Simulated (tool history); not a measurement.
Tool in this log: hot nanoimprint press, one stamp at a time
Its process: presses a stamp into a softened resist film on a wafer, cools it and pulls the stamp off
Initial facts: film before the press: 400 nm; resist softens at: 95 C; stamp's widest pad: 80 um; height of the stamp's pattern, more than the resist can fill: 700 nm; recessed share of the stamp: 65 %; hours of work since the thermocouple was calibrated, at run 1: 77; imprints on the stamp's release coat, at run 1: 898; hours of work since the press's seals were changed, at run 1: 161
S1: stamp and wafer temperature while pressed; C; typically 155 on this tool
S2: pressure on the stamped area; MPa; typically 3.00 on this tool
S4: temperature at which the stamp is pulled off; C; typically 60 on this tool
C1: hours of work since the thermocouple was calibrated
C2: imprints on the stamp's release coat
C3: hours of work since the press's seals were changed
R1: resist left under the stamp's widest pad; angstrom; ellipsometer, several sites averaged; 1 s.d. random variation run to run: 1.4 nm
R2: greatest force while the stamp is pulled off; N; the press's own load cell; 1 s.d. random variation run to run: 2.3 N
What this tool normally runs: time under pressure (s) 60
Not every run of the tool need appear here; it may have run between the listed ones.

Run 1, hour 0.0: usual settings; C1 77; C2 898; C3 161. Result: R1 2139 angstrom, R2 139 N.
Run 2, hour 31.7: usual settings; C1 102; C2 998; C3 186. Result: R1 2114 angstrom, R2 143 N.
Run 3, hour 65.6: usual settings; C1 129; C2 1104; C3 213. Result: R1 2126 angstrom, R2 152 N.
At hour 107.6: stamp cleaned and given a new release coat.
Run 4, hour 107.6: usual settings but time under pressure (s) 68; C1 158; C2 0; C3 242. Result: R1 2016 angstrom, R2 98 N.
Run 5, hour 145.2: usual settings but time under pressure (s) 68; C1 188; C2 119; C3 271. Result: R1 1993 angstrom, R2 103 N.
Run 6, hour 171.1: usual settings but time under pressure (s) 68; C1 208; C2 200; C3 292. Result: R1 1974 angstrom, R2 107 N.
Run 7, hour 194.3: usual settings but time under pressure (s) 68; C1 226; C2 273; C3 310. Result: R1 1989 angstrom, R2 112 N.
Run 8, hour 212.7: usual settings but S1 164 C; C1 241; C2 331; C3 325. Result: R1 1297 angstrom, R2 114 N.
Run 9, hour 233.4: usual settings but S1 164 C; C1 257; C2 396; C3 341. Result: R1 1288 angstrom, R2 115 N.
Run 10, hour 268.8: usual settings but S1 164 C; C1 285; C2 508; C3 369. Result: R1 1270 angstrom, R2 124 N.
Run 11, hour 285.7: usual settings but S1 164 C; C1 299; C2 561; C3 383. Result: R1 1278 angstrom, R2 123 N.
Run 12, hour 308.7: usual settings but S1 164 C; C1 317; C2 633; C3 401. Result: R1 1255 angstrom, R2 120 N.
Run 13, hour 343.3: usual settings but S1 164 C; C1 345; C2 742; C3 428. Result: R1 1247 angstrom, R2 132 N.
Run 14, hour 366.8: usual settings but S1 164 C; C1 363; C2 816; C3 447. Result: R1 1256 angstrom, R2 138 N.
At hour 379.4: plate thermocouple calibrated.
Run 15, hour 404.4: usual settings but S1 164 C; C1 20; C2 925; C3 474. Result: R1 1351 angstrom, R2 142 N.
Run 16, hour 442.8: usual settings but S1 164 C; C1 50; C2 1046; C3 505. Result: R1 1344 angstrom, R2 146 N.
Run 17, hour 468.0: usual settings but S1 166 C, S2 4.37 MPa, time under pressure (s) 78; C1 70; C2 1125; C3 525. Result: R1 870 angstrom, R2 148 N.
At hour 503.4: stamp cleaned and given a new release coat.
Run 18, hour 514.3: usual settings but S1 166 C, S2 2.43 MPa, time under pressure (s) 78, S4 66 C; C1 102; C2 35; C3 557. Result: R1 1229 angstrom, R2 91 N.
Run 19, hour 535.7: usual settings but S1 145 C, time under pressure (s) 51, S4 59 C; C1 119; C2 102; C3 574. Result: R1 3336 angstrom, R2 108 N.
Run 20, hour 569.1: usual settings but S1 157 C, S2 4.60 MPa, time under pressure (s) 96; C1 146; C2 207; C3 600. Result: R1 1279 angstrom, R2 114 N.
Run 21, hour 592.3: usual settings but S1 157 C, S2 4.60 MPa, time under pressure (s) 96; C1 164; C2 280; C3 618. Result: R1 1260 angstrom, R2 116 N.
Run 22, hour 613.0: usual settings but S2 4.60 MPa, time under pressure (s) 40; C1 180; C2 346; C3 635. Result: R1 1932 angstrom, R2 115 N.
Run 23, hour 635.4: usual settings but S1 163 C; C1 198; C2 416; C3 653. Result: R1 1359 angstrom, R2 116 N.
Run 24, hour 653.5: usual settings but S1 164 C, S2 3.94 MPa, time under pressure (s) 112; C1 212; C2 473; C3 667. Result: R1 871 angstrom, R2 118 N.
Run 25, hour 688.4: usual settings but S1 146 C, S2 4.20 MPa, time under pressure (s) 97, S4 58 C; C1 240; C2 583; C3 695. Result: R1 2490 angstrom, R2 133 N.
Run 26, hour 719.6: usual settings but S1 146 C, S2 4.20 MPa, time under pressure (s) 97, S4 58 C; C1 265; C2 681; C3 719. Result: R1 2468 angstrom, R2 131 N.
Run 27, hour 740.4: usual settings but S1 146 C, S2 4.20 MPa, time under pressure (s) 97, S4 66 C; C1 281; C2 746; C3 736. Result: R1 2463 angstrom, R2 124 N.
Run 28, hour 765.2: usual settings but S4 62 C; C1 301; C2 824; C3 755. Result: R1 2050 angstrom, R2 127 N.
Run 29, hour 794.6: usual settings but S4 62 C; C1 324; C2 917; C3 779. Result: R1 2021 angstrom, R2 133 N.
Run 30, hour 827.7: usual settings but S1 162 C; C1 350; C2 1021; C3 805. Result: R1 1403 angstrom, R2 136 N.
At hour 853.8: plate thermocouple calibrated.
Run 31, hour 857.9: usual settings but S1 162 C, S2 1.86 MPa, time under pressure (s) 46; C1 3; C2 1107; C3 826. Result: R1 2097 angstrom, R2 150 N.

Alternative continuations, all from the tool just after run 31; predict every row:
At hour 899.3: stamp cleaned and given a new release coat.
Run A, hour 899.3: usual settings but S1 162 C, S2 3.64 MPa, S4 52 C; C1 31; C2 0; C3 854. Result: R1 ?, R2 ?.
At hour 899.3: stamp cleaned and given a new release coat.
Run B, hour 899.3: usual settings but S2 3.18 MPa, time under pressure (s) 36; C1 31; C2 0; C3 854. Result: R1 ?, R2 ?.
At hour 899.3: stamp cleaned and given a new release coat.
Run C, hour 899.3: usual settings but S2 3.37 MPa; C1 31; C2 0; C3 854. Result: R1 ?, R2 ?.

run    R1   R2
  A  1334  116
  B  2438  100
  C  2047  100
With the hidden condition removed and each run's random variation left untouched, the same runs would have given:
run    R1   R2
  A  1323  117
  B  2433  101
  C  2040  101
